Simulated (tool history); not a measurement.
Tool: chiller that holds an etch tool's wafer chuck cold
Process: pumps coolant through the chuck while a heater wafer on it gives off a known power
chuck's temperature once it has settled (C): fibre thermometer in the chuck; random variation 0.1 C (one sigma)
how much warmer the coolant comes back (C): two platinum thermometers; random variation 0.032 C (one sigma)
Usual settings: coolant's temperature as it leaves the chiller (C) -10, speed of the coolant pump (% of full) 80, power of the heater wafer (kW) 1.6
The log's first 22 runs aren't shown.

run,hour,coolant's temperature as it leaves the chiller (C),speed of the coolant pump (% of full),power of the heater wafer (kW),chuck's temperature once it has settled (C),how much warmer the coolant comes back (C)
23,1584.3,-3,81,1.808,7.9,3.76
24,1633.1,-14,80,1.891,-2.6,3.96
25,1680.3,-10,68,0.895,-4,2.1
26,1762.9,-6,72,2.228,8.6,5.35
27,1864.9,-1,64,1.6,10.2,4.24
28,1946.1,-10,71,1.371,-1.1,3.14
# hour 1954.1: chiller's thermometer calibrated
29,2006.8,-10,71,1.371,-1.2,3.14
30,2074,-9,90,0.937,-3.6,1.53
31,2130.7,-2,79,1.542,7.6,3.18

4 ways to go on from here, each from the tool as it stands after run 31. What would each give?
# hour 2225.5: coolant changed, channels flushed
A,2225.5,-6,69,1.709,?,?
# hour 2225.5: coolant changed, channels flushed
B,2225.5,-3,75,1.223,?,?
# hour 2225.5: coolant changed, channels flushed
C,2225.5,-10,77,1.327,?,?
# hour 2225.5: coolant changed, channels flushed
D,2225.5,-17,80,1.6,?,?

run,chuck's temperature once it has settled (C),how much warmer the coolant comes back (C)
A,5.3,4.12
B,4.8,2.52
C,-1.6,2.67
D,-7.2,3.23
Without the tool's hidden state the same runs would have given:
run,chuck's temperature once it has settled (C),how much warmer the coolant comes back (C)
A,5.3,4.56
B,4.8,2.97
C,-1.6,3.11
D,-7.2,3.67

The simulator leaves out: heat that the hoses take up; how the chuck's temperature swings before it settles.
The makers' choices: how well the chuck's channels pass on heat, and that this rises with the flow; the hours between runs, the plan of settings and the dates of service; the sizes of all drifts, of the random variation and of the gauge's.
